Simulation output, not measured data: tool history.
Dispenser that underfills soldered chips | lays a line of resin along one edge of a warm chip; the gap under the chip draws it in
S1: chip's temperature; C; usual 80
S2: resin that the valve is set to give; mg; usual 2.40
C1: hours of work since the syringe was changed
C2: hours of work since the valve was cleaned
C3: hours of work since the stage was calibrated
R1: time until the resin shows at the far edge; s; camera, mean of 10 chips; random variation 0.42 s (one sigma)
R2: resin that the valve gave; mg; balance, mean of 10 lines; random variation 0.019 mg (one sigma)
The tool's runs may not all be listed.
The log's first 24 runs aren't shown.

{"hour": 262.7, "done": "new syringe of resin"}
{"run": 25, "hour": 270.7, "S1": 89, "S2": 2.11, "C1": 6, "C2": 59, "C3": 586, "R1": 32.1, "R2": 2.06}
{"hour": 279.0, "done": "new syringe of resin"}
{"run": 26, "hour": 282.1, "S1": 86, "S2": 3.05, "C1": 2, "C2": 67, "C3": 594, "R1": 27.3, "R2": 2.94}
{"run": 27, "hour": 291.4, "S1": 86, "S2": 3.05, "C1": 10, "C2": 75, "C3": 602, "R1": 43.9, "R2": 2.93}
{"hour": 295.4, "done": "new syringe of resin"}
{"run": 28, "hour": 303.8, "S1": 86, "S2": 3.05, "C1": 7, "C2": 84, "C3": 611, "R1": 35.4, "R2": 2.87}
{"hour": 311.1, "done": "new syringe of resin"}
{"run": 29, "hour": 311.1, "S1": 79, "S2": 2.49, "C1": 0, "C2": 90, "C3": 617, "R1": 33.1, "R2": 2.39}
{"run": 30, "hour": 324.1, "S1": 80, "S2": 2.93, "C1": 10, "C2": 100, "C3": 627, "R1": 61.4, "R2": 2.8}
{"hour": 326.9, "done": "new syringe of resin"}
{"run": 31, "hour": 336.7, "S1": 81, "S2": 3.01, "C1": 8, "C2": 109, "C3": 636, "R1": 48.1, "R2": 2.83}
{"hour": 342.1, "done": "dispensing valve cleaned and set on the balance"}
{"hour": 343.3, "done": "new syringe of resin"}
{"run": 32, "hour": 352.9, "S1": 81, "S2": 3.01, "C1": 8, "C2": 8, "C3": 648, "R1": 48.1, "R2": 2.99}
{"hour": 359.8, "done": "new syringe of resin"}
{"run": 33, "hour": 362.2, "S1": 81, "S2": 3.01, "C1": 2, "C2": 15, "C3": 655, "R1": 33.4, "R2": 3.0}
{"run": 34, "hour": 372.6, "S1": 81, "S2": 2.17, "C1": 10, "C2": 23, "C3": 663, "R1": 59.1, "R2": 2.13}

Forecast run 35:
{"hour": 375.9, "done": "new syringe of resin"}
{"run": 35, "hour": 380.9, "S1": 72, "S2": 2.25, "C1": 4, "C2": 30, "C3": 670, "R1": "?", "R2": "?"}

Run 35 gave R1 59.5 s, R2 2.25 mg.
Without the tool's hidden state the same run would have given R1 42.1 s, R2 2.29 mg.
